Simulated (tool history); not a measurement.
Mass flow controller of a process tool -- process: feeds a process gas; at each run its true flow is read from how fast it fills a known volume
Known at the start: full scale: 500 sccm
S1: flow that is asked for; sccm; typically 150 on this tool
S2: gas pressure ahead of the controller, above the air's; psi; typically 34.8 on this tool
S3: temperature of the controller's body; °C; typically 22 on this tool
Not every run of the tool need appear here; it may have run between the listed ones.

run 1 hour=0 | S1=150 S2=34.8 S3=22 | true_flow_(%)=98.27
run 2 hour=107.7 | S1=150 S2=34.8 S3=22 | true_flow_(%)=98.09
run 3 hour=219.3 | S1=150 S2=34.8 S3=22 | true_flow_(%)=98.01
run 4 hour=293.9 | S1=150 S2=34.8 S3=22 | true_flow_(%)=98.14
run 5 hour=341.5 | S1=445 S2=34.8 S3=22 | true_flow_(%)=99.21
run 6 hour=407 | S1=445 S2=34.8 S3=22 | true_flow_(%)=99.08
run 7 hour=486.9 | S1=84 S2=34.8 S3=22 | true_flow_(%)=97.36
run 8 hour=571.5 | S1=84 S2=34.8 S3=22 | true_flow_(%)=97.13
run 9 hour=643.3 | S1=84 S2=34.8 S3=22 | true_flow_(%)=96.91
run 10 hour=717.7 | S1=84 S2=34.8 S3=22 | true_flow_(%)=96.95
run 11 hour=824.2 | S1=150 S2=34.8 S3=22 | true_flow_(%)=97.76
run 12 hour=902 | S1=212 S2=34.8 S3=22 | true_flow_(%)=98.11
run 13 hour=957.3 | S1=212 S2=34.8 S3=28 | true_flow_(%)=98.7
run 14 hour=1012.1 | S1=212 S2=34.8 S3=28 | true_flow_(%)=98.7
run 15 hour=1070.5 | S1=150 S2=22.9 S3=22 | true_flow_(%)=97.73
run 16 hour=1144.1 | S1=150 S2=22.9 S3=22 | true_flow_(%)=97.67
run 17 hour=1207.2 | S1=150 S2=22.9 S3=22 | true_flow_(%)=97.7
run 18 hour=1292.8 | S1=150 S2=22.9 S3=22 | true_flow_(%)=97.76
run 19 hour=1387.6 | S1=150 S2=22.9 S3=22 | true_flow_(%)=97.65
run 20 hour=1474.8 | S1=150 S2=34.8 S3=22 | true_flow_(%)=97.5
run 21 hour=1545.4 | S1=150 S2=34.8 S3=22 | true_flow_(%)=97.35
run 22 hour=1595.6 | S1=150 S2=34.8 S3=22 | true_flow_(%)=97.28
run 23 hour=1659.1 | S1=94 S2=34.8 S3=22 | true_flow_(%)=96.61
run 24 hour=1758 | S1=150 S2=34.8 S3=39 | true_flow_(%)=98.79
run 25 hour=1831.1 | S1=150 S2=34.8 S3=39 | true_flow_(%)=98.82
run 26 hour=1905.6 | S1=150 S2=28 S3=22 | true_flow_(%)=97.4
run 27 hour=2005.6 | S1=360 S2=20.9 S3=38 | true_flow_(%)=100.08
run 28 hour=2086.3 | S1=150 S2=29.4 S3=21 | true_flow_(%)=97.14
run 29 hour=2186.9 | S1=206 S2=28.3 S3=23 | true_flow_(%)=97.9
run 30 hour=2292.3 | S1=150 S2=21.5 S3=22 | true_flow_(%)=97.13
run 31 hour=2363.1 | S1=52 S2=34.5 S3=20 | true_flow_(%)=93.61
run 32 hour=2445.2 | S1=52 S2=34.5 S3=20 | true_flow_(%)=93.55
run 33 hour=2547.2 | S1=52 S2=34.5 S3=20 | true_flow_(%)=93.39
run 34 hour=2654.8 | S1=302 S2=32.2 S3=22 | true_flow_(%)=98.18
run 35 hour=2738.2 | S1=302 S2=32.2 S3=22 | true_flow_(%)=97.9
run 36 hour=2791.9 | S1=150 S2=38.7 S3=32 | true_flow_(%)=97.72
run 37 hour=2897.7 | S1=150 S2=25.5 S3=22 | true_flow_(%)=96.89
run 38 hour=2972.6 | S1=150 S2=25.5 S3=22 | true_flow_(%)=96.81
run 39 hour=3022.2 | S1=150 S2=25.5 S3=22 | true_flow_(%)=96.8
run 40 hour=3080.8 | S1=70 S2=25.5 S3=34 | true_flow_(%)=95.65
run 41 hour=3130.5 | S1=70 S2=25.5 S3=34 | true_flow_(%)=95.39
run 42 hour=3214.8 | S1=70 S2=24.5 S3=25 | true_flow_(%)=94.51
run 43 hour=3285.5 | S1=70 S2=24.5 S3=25 | true_flow_(%)=94.41
run 44 hour=3370.2 | S1=70 S2=24.5 S3=25 | true_flow_(%)=94.48
run 45 hour=3419.3 | S1=150 S2=31.6 S3=36 | true_flow_(%)=97.84
run 46 hour=3477.8 | S1=150 S2=31.6 S3=36 | true_flow_(%)=97.73
run 47 hour=3583.4 | S1=430 S2=29.2 S3=25 | true_flow_(%)=98.64

Below are 3 alternative next runs, each starting from the tool's condition after run 47. Predict each:
run A hour=3646.9 | S1=199 S2=21.8 S3=24 | true_flow_(%)=?
run B hour=3646.9 | S1=165 S2=39.9 S3=25 | true_flow_(%)=?
run C hour=3646.9 | S1=430 S2=29.2 S3=38 | true_flow_(%)=?

run=A true_flow_(%)=97.28
run=B true_flow_(%)=96.78
run=C true_flow_(%)=99.63
With no hidden state in the tool, these same runs would have given:
run=A true_flow_(%)=99.33
run=B true_flow_(%)=99.16
run=C true_flow_(%)=100.84
